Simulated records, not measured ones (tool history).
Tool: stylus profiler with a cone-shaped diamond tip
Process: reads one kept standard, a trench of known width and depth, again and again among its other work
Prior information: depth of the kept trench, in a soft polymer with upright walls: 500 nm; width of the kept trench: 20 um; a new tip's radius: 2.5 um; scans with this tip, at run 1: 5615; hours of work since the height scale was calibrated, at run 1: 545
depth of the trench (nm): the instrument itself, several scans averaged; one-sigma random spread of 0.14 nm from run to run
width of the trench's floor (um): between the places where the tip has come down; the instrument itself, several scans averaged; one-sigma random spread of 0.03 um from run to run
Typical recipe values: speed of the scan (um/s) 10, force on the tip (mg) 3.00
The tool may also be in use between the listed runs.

run	hour	speed of the scan (um/s)	force on the tip (mg)	scans with this tip	hours of work since the height scale was calibrated	depth of the trench (nm)	width of the trench's floor (um)
1	0.0	10	3.00	5615	545	506.59	16.38
2	19.2	10	3.00	5730	556	506.53	16.34
3	63.9	10	3.00	5996	582	506.45	16.32
4	92.7	10	3.00	6168	599	506.64	16.33
5	137.0	10	1.57	6431	624	503.63	16.30
6	157.0	10	1.57	6550	636	503.76	16.26
7	196.5	10	1.57	6786	659	503.65	16.24
8	234.2	10	1.57	7010	681	503.38	16.20
9	265.4	10	4.86	7196	699	509.39	16.22
10	300.8	10	4.86	7407	719	509.10	16.15
11	338.6	10	4.86	7632	741	509.06	16.14
12	371.9	10	3.88	7831	760	507.57	16.13
13	394.7	10	3.33	7966	774	506.68	16.11
14	428.6	10	3.33	8168	793	506.41	16.05
15	453.7	10	3.33	8318	808	506.97	16.10

Expected results for the next run?
16	484.5	9	3.33	8501	825	?	?

{"run 16": {"depth of the trench (nm)": 506.58, "width of the trench's floor (um)": 16.07}}
Minus the tool's unlogged condition, the same run would have read depth of the trench (nm) 508.22, width of the trench's floor (um) 16.94.
